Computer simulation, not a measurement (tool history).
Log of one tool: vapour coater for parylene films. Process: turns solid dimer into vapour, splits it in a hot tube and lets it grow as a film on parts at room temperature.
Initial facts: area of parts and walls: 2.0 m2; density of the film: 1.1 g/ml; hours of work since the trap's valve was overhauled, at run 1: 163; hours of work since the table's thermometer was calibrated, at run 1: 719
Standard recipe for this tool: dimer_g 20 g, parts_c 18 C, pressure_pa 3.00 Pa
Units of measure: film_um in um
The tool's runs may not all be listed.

run	hour	dimer_g	parts_c	pressure_pa	hours of work since the trap's valve was overhauled	hours of work since the table's thermometer was calibrated	film_um
1	0.0	20	18	3.00	163	719	7.65
2	22.8	20	18	3.00	179	735	7.80
3	35.4	20	18	3.00	188	743	7.65
4	46.2	20	18	3.00	195	751	7.66
5	69.3	20	18	3.00	211	767	7.67
6	83.8	29	18	3.00	221	776	11.10
7	102.4	16	18	3.00	233	789	6.17
8	123.2	16	18	3.00	248	803	6.18
9	144.4	14	18	3.00	262	818	5.39
10	166.5	20	18	3.00	277	833	7.62
11	190.0	20	18	3.00	293	849	7.67
12	206.7	20	18	3.00	305	860	7.64
13	220.4	20	18	3.00	314	870	7.68
14	242.5	20	18	3.00	329	885	7.57
15	266.6	20	18	3.00	346	901	7.70
# hour 277.6: trap's valve overhauled
16	282.7	20	18	3.00	3	909	7.63
17	307.2	13	16	3.00	20	926	5.34
18	319.9	11	28	5.39	29	935	2.97

Estimate the outcome of run 19 from the log above:
19	340.7	21	12	5.39	43	949	?

film_um: 8.97 um
With the hidden condition absent and the run-to-run variation left alone, this run would have shown film_um 8.97 um.

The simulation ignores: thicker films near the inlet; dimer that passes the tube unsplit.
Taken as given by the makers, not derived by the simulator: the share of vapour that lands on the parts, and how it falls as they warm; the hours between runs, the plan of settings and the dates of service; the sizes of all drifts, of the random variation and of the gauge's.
